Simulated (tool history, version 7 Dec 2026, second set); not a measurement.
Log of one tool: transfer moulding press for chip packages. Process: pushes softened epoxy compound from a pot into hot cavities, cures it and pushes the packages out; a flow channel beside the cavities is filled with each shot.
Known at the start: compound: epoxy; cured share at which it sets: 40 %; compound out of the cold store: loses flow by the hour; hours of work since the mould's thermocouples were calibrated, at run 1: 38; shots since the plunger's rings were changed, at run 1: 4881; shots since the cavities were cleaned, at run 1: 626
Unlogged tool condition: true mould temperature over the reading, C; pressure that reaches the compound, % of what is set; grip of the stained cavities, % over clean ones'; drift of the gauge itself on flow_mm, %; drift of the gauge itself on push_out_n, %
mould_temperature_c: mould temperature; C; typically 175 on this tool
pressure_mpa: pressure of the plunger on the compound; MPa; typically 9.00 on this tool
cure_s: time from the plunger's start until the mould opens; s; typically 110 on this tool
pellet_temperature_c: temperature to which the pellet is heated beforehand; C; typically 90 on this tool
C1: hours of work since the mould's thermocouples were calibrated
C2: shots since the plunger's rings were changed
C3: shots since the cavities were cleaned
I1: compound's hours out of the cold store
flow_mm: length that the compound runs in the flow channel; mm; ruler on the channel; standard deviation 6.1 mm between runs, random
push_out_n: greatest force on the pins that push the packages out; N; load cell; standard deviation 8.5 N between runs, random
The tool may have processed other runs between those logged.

{"run": 1, "hour": 0.0, "mould_temperature_c": 175, "pressure_mpa": 9.0, "cure_s": 110, "pellet_temperature_c": 90, "C1": 38, "C2": 4881, "C3": 626, "I1": 36.9, "flow_mm": 634, "push_out_n": 654}
{"run": 2, "hour": 7.1, "mould_temperature_c": 175, "pressure_mpa": 9.0, "cure_s": 110, "pellet_temperature_c": 90, "C1": 43, "C2": 4970, "C3": 715, "I1": 8.6, "flow_mm": 678, "push_out_n": 675}
{"run": 3, "hour": 14.0, "mould_temperature_c": 175, "pressure_mpa": 9.0, "cure_s": 110, "pellet_temperature_c": 97, "C1": 48, "C2": 5057, "C3": 802, "I1": 24.2, "flow_mm": 646, "push_out_n": 682}
{"hour": 20.9, "done": "cavities cleaned with cleaning compound and waxed"}
{"run": 4, "hour": 24.7, "mould_temperature_c": 175, "pressure_mpa": 9.0, "cure_s": 110, "pellet_temperature_c": 97, "C1": 55, "C2": 5173, "C3": 47, "I1": 16.5, "flow_mm": 662, "push_out_n": 445}
{"run": 5, "hour": 32.5, "mould_temperature_c": 175, "pressure_mpa": 9.0, "cure_s": 110, "pellet_temperature_c": 97, "C1": 61, "C2": 5271, "C3": 145, "I1": 44.4, "flow_mm": 612, "push_out_n": 490}
{"run": 6, "hour": 37.0, "mould_temperature_c": 175, "pressure_mpa": 9.0, "cure_s": 110, "pellet_temperature_c": 97, "C1": 64, "C2": 5328, "C3": 202, "I1": 16.1, "flow_mm": 659, "push_out_n": 522}
{"run": 7, "hour": 44.6, "mould_temperature_c": 175, "pressure_mpa": 9.0, "cure_s": 110, "pellet_temperature_c": 97, "C1": 70, "C2": 5423, "C3": 297, "I1": 21.1, "flow_mm": 660, "push_out_n": 558}
{"run": 8, "hour": 53.7, "mould_temperature_c": 175, "pressure_mpa": 9.0, "cure_s": 110, "pellet_temperature_c": 97, "C1": 77, "C2": 5538, "C3": 412, "I1": 33.2, "flow_mm": 631, "push_out_n": 589}
{"run": 9, "hour": 60.2, "mould_temperature_c": 175, "pressure_mpa": 9.0, "cure_s": 110, "pellet_temperature_c": 97, "C1": 82, "C2": 5621, "C3": 495, "I1": 45.9, "flow_mm": 611, "push_out_n": 613}
{"hour": 69.3, "done": "plunger's sealing rings changed"}
{"run": 10, "hour": 70.7, "mould_temperature_c": 175, "pressure_mpa": 8.13, "cure_s": 110, "pellet_temperature_c": 90, "C1": 88, "C2": 18, "C3": 595, "I1": 14.0, "flow_mm": 680, "push_out_n": 656}
{"hour": 73.6, "done": "mould's thermocouples calibrated"}
{"run": 11, "hour": 79.2, "mould_temperature_c": 175, "pressure_mpa": 9.0, "cure_s": 105, "pellet_temperature_c": 90, "C1": 4, "C2": 100, "C3": 677, "I1": 25.1, "flow_mm": 693, "push_out_n": 711}
{"run": 12, "hour": 88.4, "mould_temperature_c": 175, "pressure_mpa": 9.0, "cure_s": 105, "pellet_temperature_c": 90, "C1": 11, "C2": 215, "C3": 792, "I1": 8.9, "flow_mm": 711, "push_out_n": 742}
{"hour": 95.9, "done": "cavities cleaned with cleaning compound and waxed"}
{"run": 13, "hour": 98.4, "mould_temperature_c": 175, "pressure_mpa": 6.87, "cure_s": 110, "pellet_temperature_c": 90, "C1": 18, "C2": 323, "C3": 31, "I1": 36.4, "flow_mm": 585, "push_out_n": 406}
{"run": 14, "hour": 105.7, "mould_temperature_c": 175, "pressure_mpa": 6.87, "cure_s": 110, "pellet_temperature_c": 90, "C1": 23, "C2": 415, "C3": 123, "I1": 24.1, "flow_mm": 588, "push_out_n": 474}
{"run": 15, "hour": 113.3, "mould_temperature_c": 175, "pressure_mpa": 6.87, "cure_s": 110, "pellet_temperature_c": 90, "C1": 29, "C2": 510, "C3": 218, "I1": 43.4, "flow_mm": 573, "push_out_n": 525}
{"run": 16, "hour": 119.4, "mould_temperature_c": 175, "pressure_mpa": 6.87, "cure_s": 110, "pellet_temperature_c": 90, "C1": 34, "C2": 587, "C3": 295, "I1": 8.8, "flow_mm": 623, "push_out_n": 591}
{"run": 17, "hour": 126.8, "mould_temperature_c": 182, "pressure_mpa": 7.36, "cure_s": 95, "pellet_temperature_c": 83, "C1": 39, "C2": 680, "C3": 388, "I1": 25.2, "flow_mm": 611, "push_out_n": 562}
{"run": 18, "hour": 134.0, "mould_temperature_c": 182, "pressure_mpa": 7.36, "cure_s": 95, "pellet_temperature_c": 83, "C1": 45, "C2": 771, "C3": 479, "I1": 15.3, "flow_mm": 626, "push_out_n": 588}
{"hour": 136.8, "done": "mould's thermocouples calibrated, once more"}
{"run": 19, "hour": 141.1, "mould_temperature_c": 182, "pressure_mpa": 7.36, "cure_s": 95, "pellet_temperature_c": 83, "C1": 3, "C2": 835, "C3": 543, "I1": 32.6, "flow_mm": 588, "push_out_n": 600}
{"run": 20, "hour": 146.0, "mould_temperature_c": 175, "pressure_mpa": 8.82, "cure_s": 107, "pellet_temperature_c": 98, "C1": 7, "C2": 897, "C3": 605, "I1": 32.4, "flow_mm": 661, "push_out_n": 675}
{"run": 21, "hour": 153.1, "mould_temperature_c": 175, "pressure_mpa": 9.0, "cure_s": 110, "pellet_temperature_c": 98, "C1": 12, "C2": 986, "C3": 694, "I1": 44.4, "flow_mm": 649, "push_out_n": 665}
{"run": 22, "hour": 159.4, "mould_temperature_c": 173, "pressure_mpa": 9.64, "cure_s": 100, "pellet_temperature_c": 84, "C1": 17, "C2": 1065, "C3": 773, "I1": 31.5, "flow_mm": 711, "push_out_n": 880}
{"run": 23, "hour": 165.4, "mould_temperature_c": 173, "pressure_mpa": 9.64, "cure_s": 100, "pellet_temperature_c": 84, "C1": 22, "C2": 1141, "C3": 849, "I1": 21.5, "flow_mm": 722, "push_out_n": 917}
{"hour": 168.4, "done": "cavities cleaned with cleaning compound and waxed"}
{"run": 24, "hour": 171.9, "mould_temperature_c": 173, "pressure_mpa": 9.64, "cure_s": 100, "pellet_temperature_c": 84, "C1": 25, "C2": 1205, "C3": 45, "I1": 39.0, "flow_mm": 689, "push_out_n": 565}
{"run": 25, "hour": 181.9, "mould_temperature_c": 173, "pressure_mpa": 7.76, "cure_s": 110, "pellet_temperature_c": 86, "C1": 33, "C2": 1330, "C3": 170, "I1": 18.7, "flow_mm": 654, "push_out_n": 579}
{"run": 26, "hour": 191.6, "mould_temperature_c": 174, "pressure_mpa": 9.0, "cure_s": 110, "pellet_temperature_c": 90, "C1": 40, "C2": 1452, "C3": 292, "I1": 8.3, "flow_mm": 710, "push_out_n": 591}
{"run": 27, "hour": 197.4, "mould_temperature_c": 175, "pressure_mpa": 10.81, "cure_s": 110, "pellet_temperature_c": 82, "C1": 45, "C2": 1525, "C3": 365, "I1": 15.4, "flow_mm": 776, "push_out_n": 627}
{"run": 28, "hour": 207.2, "mould_temperature_c": 175, "pressure_mpa": 10.81, "cure_s": 110, "pellet_temperature_c": 82, "C1": 52, "C2": 1649, "C3": 489, "I1": 10.7, "flow_mm": 766, "push_out_n": 666}
{"run": 29, "hour": 212.9, "mould_temperature_c": 175, "pressure_mpa": 10.81, "cure_s": 110, "pellet_temperature_c": 82, "C1": 56, "C2": 1721, "C3": 561, "I1": 13.2, "flow_mm": 763, "push_out_n": 683}

4 ways to go on from here, each from the tool as it stands after run 29. What would each give?
{"run": "A", "hour": 221.2, "mould_temperature_c": 175, "pressure_mpa": 9.0, "cure_s": 113, "pellet_temperature_c": 84, "C1": 63, "C2": 1825, "C3": 665, "I1": 19.0, "flow_mm": "?", "push_out_n": "?"}
{"run": "B", "hour": 221.2, "mould_temperature_c": 181, "pressure_mpa": 9.0, "cure_s": 110, "pellet_temperature_c": 85, "C1": 63, "C2": 1825, "C3": 665, "I1": 11.9, "flow_mm": "?", "push_out_n": "?"}
{"run": "C", "hour": 221.2, "mould_temperature_c": 171, "pressure_mpa": 9.71, "cure_s": 144, "pellet_temperature_c": 82, "C1": 63, "C2": 1825, "C3": 665, "I1": 8.4, "flow_mm": "?", "push_out_n": "?"}
{"run": "D", "hour": 221.2, "mould_temperature_c": 169, "pressure_mpa": 9.0, "cure_s": 127, "pellet_temperature_c": 84, "C1": 63, "C2": 1825, "C3": 665, "I1": 22.9, "flow_mm": "?", "push_out_n": "?"}

run=A flow_mm=684 push_out_n=662
run=B flow_mm=672 push_out_n=586
run=C flow_mm=747 push_out_n=600
run=D flow_mm=684 push_out_n=708
Take away the tool's hidden state, keep each run's random variation, and the runs would have read:
run=A flow_mm=699 push_out_n=380
run=B flow_mm=686 push_out_n=337
run=C flow_mm=763 push_out_n=339
run=D flow_mm=699 push_out_n=402
